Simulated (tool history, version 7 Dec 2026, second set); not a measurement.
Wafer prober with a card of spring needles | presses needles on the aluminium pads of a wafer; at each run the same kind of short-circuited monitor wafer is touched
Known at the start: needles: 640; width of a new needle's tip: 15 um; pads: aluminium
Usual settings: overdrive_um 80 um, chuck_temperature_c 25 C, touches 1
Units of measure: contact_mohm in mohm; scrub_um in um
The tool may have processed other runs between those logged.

| run | hour | overdrive_um | chuck_temperature_c | touches | contact_mohm | scrub_um |
|---|---|---|---|---|---|---|
| 1 | 0.0 | 80 | 25 | 1 | 169 | 12.11 |
|  | 5.7 | tips cleaned on abrasive film |
|  | 14.8 | tips cleaned on abrasive film |
| 2 | 14.8 | 80 | 25 | 1 | 127 | 12.08 |
|  | 23.9 | tips cleaned on abrasive film |
| 3 | 27.9 | 80 | 25 | 1 | 170 | 12.09 |
|  | 32.8 | tips cleaned on abrasive film |
|  | 41.9 | tips cleaned on abrasive film |
| 4 | 43.6 | 80 | 25 | 1 | 146 | 12.05 |
|  | 51.8 | tips cleaned on abrasive film |
| 5 | 54.4 | 80 | 25 | 1 | 154 | 12.07 |
|  | 61.0 | tips cleaned on abrasive film |
| 6 | 68.5 | 80 | 25 | 1 | 208 | 12.04 |
|  | 70.0 | tips cleaned on abrasive film |
|  | 79.3 | tips cleaned on abrasive film |
| 7 | 82.9 | 80 | 25 | 2 | 150 | 12.04 |
|  | 88.9 | tips cleaned on abrasive film |
| 8 | 96.2 | 80 | 25 | 2 | 171 | 12.02 |
|  | 98.5 | tips cleaned on abrasive film |
|  | 108.1 | tips cleaned on abrasive film |
| 9 | 113.7 | 85 | 25 | 1 | 182 | 12.76 |
|  | 116.5 | height of the first contact set anew |
|  | 117.7 | tips cleaned on abrasive film |
| 10 | 123.9 | 80 | 99 | 1 | 196 | 12.23 |
|  | 126.5 | tips cleaned on abrasive film |
|  | 135.9 | tips cleaned on abrasive film |
| 11 | 136.4 | 80 | 25 | 1 | 129 | 12.24 |
|  | 145.2 | tips cleaned on abrasive film |
| 12 | 145.2 | 80 | 25 | 1 | 128 | 12.21 |
|  | 154.5 | tips cleaned on abrasive film |
| 13 | 156.1 | 80 | 25 | 1 | 145 | 12.18 |
|  | 163.4 | tips cleaned on abrasive film |
| 14 | 171.6 | 80 | 25 | 1 | 210 | 12.20 |
|  | 173.3 | tips cleaned on abrasive film |
|  | 183.0 | tips cleaned on abrasive film |
| 15 | 188.8 | 80 | 25 | 1 | 190 | 12.17 |
|  | 192.6 | tips cleaned on abrasive film |
|  | 201.9 | tips cleaned on abrasive film |
| 16 | 202.0 | 80 | 25 | 1 | 128 | 12.17 |
|  | 211.3 | tips cleaned on abrasive film |
| 17 | 212.1 | 63 | 70 | 1 | 153 | 9.55 |
|  | 221.3 | tips cleaned on abrasive film |
| 18 | 228.0 | 63 | 70 | 1 | 256 | 9.54 |
|  | 230.7 | tips cleaned on abrasive film |
|  | 239.4 | tips cleaned on abrasive film |
| 19 | 242.8 | 72 | 34 | 2 | 155 | 10.92 |
|  | 248.1 | tips cleaned on abrasive film |
|  | 257.8 | tips cleaned on abrasive film |
| 20 | 260.0 | 72 | 46 | 2 | 144 | 10.90 |
|  | 267.2 | tips cleaned on abrasive film |
| 21 | 271.1 | 72 | 46 | 3 | 145 | 10.89 |
|  | 276.1 | tips cleaned on abrasive film |
| 22 | 279.5 | 92 | 80 | 1 | 159 | 13.95 |
|  | 284.9 | tips cleaned on abrasive film |
| 23 | 292.1 | 78 | 40 | 2 | 180 | 11.80 |
|  | 293.7 | tips cleaned on abrasive film |
| 24 | 301.0 | 86 | 40 | 1 | 193 | 13.02 |
|  | 302.8 | tips cleaned on abrasive film |
|  | 311.7 | tips cleaned on abrasive film |
| 25 | 315.7 | 86 | 40 | 1 | 171 | 12.96 |
|  | 320.4 | tips cleaned on abrasive film |
| 26 | 328.7 | 86 | 40 | 1 | 208 | 12.96 |
|  | 329.6 | tips cleaned on abrasive film |
| 27 | 336.3 | 80 | 25 | 3 | 152 | 12.07 |
|  | 338.6 | tips cleaned on abrasive film |
| 28 | 343.8 | 73 | 25 | 1 | 206 | 10.93 |
|  | 347.2 | tips cleaned on abrasive film |
|  | 357.0 | tips cleaned on abrasive film |
| 29 | 357.0 | 73 | 25 | 2 | 127 | 10.95 |
| 30 | 365.0 | 73 | 25 | 2 | 189 | 10.95 |
|  | 366.7 | tips cleaned on abrasive film |
|  | 376.2 | tips cleaned on abrasive film |
| 31 | 376.2 | 73 | 25 | 2 | 127 | 10.92 |

Branching from run 31: 4 alternative next runs. What would each branch give?
|  | 385.3 | tips cleaned on abrasive film |
| A | 390.0 | 67 | 25 | 2 | ? | ? |
|  | 385.3 | tips cleaned on abrasive film |
| B | 390.0 | 80 | 70 | 1 | ? | ? |
|  | 385.3 | tips cleaned on abrasive film |
| C | 390.0 | 83 | 25 | 2 | ? | ? |
|  | 385.3 | tips cleaned on abrasive film |
| D | 390.0 | 68 | 51 | 2 | ? | ? |

| run | contact_mohm | scrub_um |
|---|---|---|
| A | 172 | 9.99 |
| B | 184 | 12.00 |
| C | 153 | 12.43 |
| D | 173 | 10.13 |
Had the tool no hidden state, the same runs would have come out as:
| run | contact_mohm | scrub_um |
|---|---|---|
| A | 117 | 10.24 |
| B | 122 | 12.25 |
| C | 115 | 12.68 |
| D | 121 | 10.38 |

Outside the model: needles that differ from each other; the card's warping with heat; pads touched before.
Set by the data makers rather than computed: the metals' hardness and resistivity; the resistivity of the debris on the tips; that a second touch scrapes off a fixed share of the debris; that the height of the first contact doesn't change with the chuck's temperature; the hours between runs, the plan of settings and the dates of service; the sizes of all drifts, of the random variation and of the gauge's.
